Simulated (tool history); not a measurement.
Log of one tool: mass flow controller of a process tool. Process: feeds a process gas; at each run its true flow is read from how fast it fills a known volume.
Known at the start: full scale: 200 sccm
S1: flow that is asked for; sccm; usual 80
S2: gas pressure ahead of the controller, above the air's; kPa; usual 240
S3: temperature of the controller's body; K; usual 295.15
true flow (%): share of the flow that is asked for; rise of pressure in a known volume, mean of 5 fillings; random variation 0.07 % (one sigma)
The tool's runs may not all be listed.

{"run": 1, "hour": 0.0, "S1": 80, "S2": 240, "S3": 295.15, "true flow (%)": 99.14}
{"run": 2, "hour": 56.5, "S1": 80, "S2": 240, "S3": 295.15, "true flow (%)": 99.19}
{"run": 3, "hour": 124.1, "S1": 80, "S2": 240, "S3": 312.15, "true flow (%)": 100.46}
{"run": 4, "hour": 195.4, "S1": 80, "S2": 240, "S3": 305.15, "true flow (%)": 99.9}
{"run": 5, "hour": 234.8, "S1": 80, "S2": 240, "S3": 295.15, "true flow (%)": 99.23}
{"run": 6, "hour": 324.4, "S1": 80, "S2": 240, "S3": 295.15, "true flow (%)": 99.18}
{"run": 7, "hour": 379.6, "S1": 80, "S2": 240, "S3": 295.15, "true flow (%)": 99.33}
{"run": 8, "hour": 433.2, "S1": 80, "S2": 240, "S3": 295.15, "true flow (%)": 99.14}
{"run": 9, "hour": 497.0, "S1": 40, "S2": 240, "S3": 295.15, "true flow (%)": 99.43}
{"run": 10, "hour": 546.9, "S1": 34, "S2": 240, "S3": 295.15, "true flow (%)": 99.6}
{"run": 11, "hour": 596.5, "S1": 34, "S2": 240, "S3": 295.15, "true flow (%)": 99.8}
{"run": 12, "hour": 674.7, "S1": 80, "S2": 146, "S3": 295.15, "true flow (%)": 99.45}
{"run": 13, "hour": 762.7, "S1": 80, "S2": 146, "S3": 295.15, "true flow (%)": 99.55}
{"run": 14, "hour": 852.6, "S1": 76, "S2": 240, "S3": 295.15, "true flow (%)": 99.14}
{"run": 15, "hour": 894.8, "S1": 76, "S2": 240, "S3": 295.15, "true flow (%)": 99.07}
{"run": 16, "hour": 981.7, "S1": 76, "S2": 240, "S3": 295.15, "true flow (%)": 99.11}
{"run": 17, "hour": 1070.1, "S1": 80, "S2": 240, "S3": 297.15, "true flow (%)": 99.29}
{"run": 18, "hour": 1110.8, "S1": 80, "S2": 240, "S3": 297.15, "true flow (%)": 99.4}
{"run": 19, "hour": 1184.8, "S1": 80, "S2": 240, "S3": 297.15, "true flow (%)": 99.33}
{"run": 20, "hour": 1231.2, "S1": 80, "S2": 240, "S3": 297.15, "true flow (%)": 99.13}
{"run": 21, "hour": 1294.5, "S1": 189, "S2": 240, "S3": 295.15, "true flow (%)": 99.19}
{"run": 22, "hour": 1361.7, "S1": 24, "S2": 240, "S3": 295.15, "true flow (%)": 100.46}
{"run": 23, "hour": 1418.9, "S1": 24, "S2": 240, "S3": 295.15, "true flow (%)": 100.43}
{"run": 24, "hour": 1476.6, "S1": 24, "S2": 240, "S3": 295.15, "true flow (%)": 100.6}
{"run": 25, "hour": 1530.5, "S1": 24, "S2": 240, "S3": 295.15, "true flow (%)": 100.67}
{"run": 26, "hour": 1621.1, "S1": 24, "S2": 240, "S3": 295.15, "true flow (%)": 100.77}
{"run": 27, "hour": 1678.7, "S1": 20, "S2": 221, "S3": 295.15, "true flow (%)": 101.23}
{"run": 28, "hour": 1734.0, "S1": 100, "S2": 221, "S3": 295.15, "true flow (%)": 99.15}
{"run": 29, "hour": 1823.2, "S1": 100, "S2": 221, "S3": 295.15, "true flow (%)": 99.1}
{"run": 30, "hour": 1895.4, "S1": 32, "S2": 172, "S3": 305.15, "true flow (%)": 101}
{"run": 31, "hour": 1952.4, "S1": 32, "S2": 172, "S3": 305.15, "true flow (%)": 101.13}
{"run": 32, "hour": 2043.0, "S1": 32, "S2": 172, "S3": 305.15, "true flow (%)": 101.05}
{"run": 33, "hour": 2086.2, "S1": 32, "S2": 172, "S3": 305.15, "true flow (%)": 101.29}
{"run": 34, "hour": 2160.7, "S1": 80, "S2": 261, "S3": 310.15, "true flow (%)": 99.96}
{"run": 35, "hour": 2213.8, "S1": 53, "S2": 186, "S3": 307.15, "true flow (%)": 100.37}
{"run": 36, "hour": 2297.7, "S1": 35, "S2": 221, "S3": 295.15, "true flow (%)": 100.13}
{"run": 37, "hour": 2365.7, "S1": 35, "S2": 221, "S3": 295.15, "true flow (%)": 100.1}
{"run": 38, "hour": 2453.6, "S1": 173, "S2": 152, "S3": 307.15, "true flow (%)": 100.08}
{"run": 39, "hour": 2533.9, "S1": 46, "S2": 248, "S3": 300.15, "true flow (%)": 99.92}
{"run": 40, "hour": 2625.2, "S1": 80, "S2": 171, "S3": 295.15, "true flow (%)": 99.32}
{"run": 41, "hour": 2717.9, "S1": 80, "S2": 171, "S3": 295.15, "true flow (%)": 99.14}
{"run": 42, "hour": 2789.9, "S1": 80, "S2": 159, "S3": 299.15, "true flow (%)": 99.49}
{"run": 43, "hour": 2869.1, "S1": 54, "S2": 186, "S3": 295.15, "true flow (%)": 99.61}
{"run": 44, "hour": 2907.5, "S1": 54, "S2": 221, "S3": 295.15, "true flow (%)": 99.5}
{"run": 45, "hour": 2974.1, "S1": 139, "S2": 275, "S3": 298.15, "true flow (%)": 98.86}
{"run": 46, "hour": 3017.8, "S1": 139, "S2": 275, "S3": 298.15, "true flow (%)": 98.79}
{"run": 47, "hour": 3064.9, "S1": 41, "S2": 248, "S3": 299.15, "true flow (%)": 100.09}
{"run": 48, "hour": 3135.5, "S1": 86, "S2": 220, "S3": 301.15, "true flow (%)": 99.32}

Measured less the same run without the tool's hidden state. The same run-to-run variation is in both; the gauge's scatter may not be:
The hidden state here: flow at rest that the sensor doesn't see, % of full scale; true flow over the shown one, %; drift of the gauge itself on true_pct, %.
run=1 true_flow_(%)=+0.09
run=2 true_flow_(%)=+0.1
run=3 true_flow_(%)=+0.08
run=4 true_flow_(%)=+0.08
run=5 true_flow_(%)=+0.08
run=6 true_flow_(%)=+0.07
run=7 true_flow_(%)=+0.06
run=8 true_flow_(%)=+0.06
run=9 true_flow_(%)=+0.5
run=10 true_flow_(%)=+0.67
run=11 true_flow_(%)=+0.69
run=12 true_flow_(%)=+0.04
run=13 true_flow_(%)=+0.03
run=14 true_flow_(%)=+0.05
run=15 true_flow_(%)=+0.05
run=16 true_flow_(%)=+0.04
run=17 true_flow_(%)=+0.01
run=18 true_flow_(%)=+0.01
run=19 true_flow_(%)=-0.01
run=20 true_flow_(%)=-0.01
run=21 true_flow_(%)=-0.41
run=22 true_flow_(%)=+1.64
run=23 true_flow_(%)=+1.68
run=24 true_flow_(%)=+1.72
run=25 true_flow_(%)=+1.75
run=26 true_flow_(%)=+1.81
run=27 true_flow_(%)=+2.38
run=28 true_flow_(%)=-0.22
run=29 true_flow_(%)=-0.23
run=30 true_flow_(%)=+1.26
run=31 true_flow_(%)=+1.28
run=32 true_flow_(%)=+1.33
run=33 true_flow_(%)=+1.35
run=34 true_flow_(%)=-0.08
run=35 true_flow_(%)=+0.42
run=36 true_flow_(%)=+1.21
run=37 true_flow_(%)=+1.23
run=38 true_flow_(%)=-0.68
run=39 true_flow_(%)=+0.7
run=40 true_flow_(%)=-0.12
run=41 true_flow_(%)=-0.12
run=42 true_flow_(%)=-0.13
run=43 true_flow_(%)=+0.45
run=44 true_flow_(%)=+0.44
run=45 true_flow_(%)=-0.66
run=46 true_flow_(%)=-0.68
run=47 true_flow_(%)=+1.05
run=48 true_flow_(%)=-0.24

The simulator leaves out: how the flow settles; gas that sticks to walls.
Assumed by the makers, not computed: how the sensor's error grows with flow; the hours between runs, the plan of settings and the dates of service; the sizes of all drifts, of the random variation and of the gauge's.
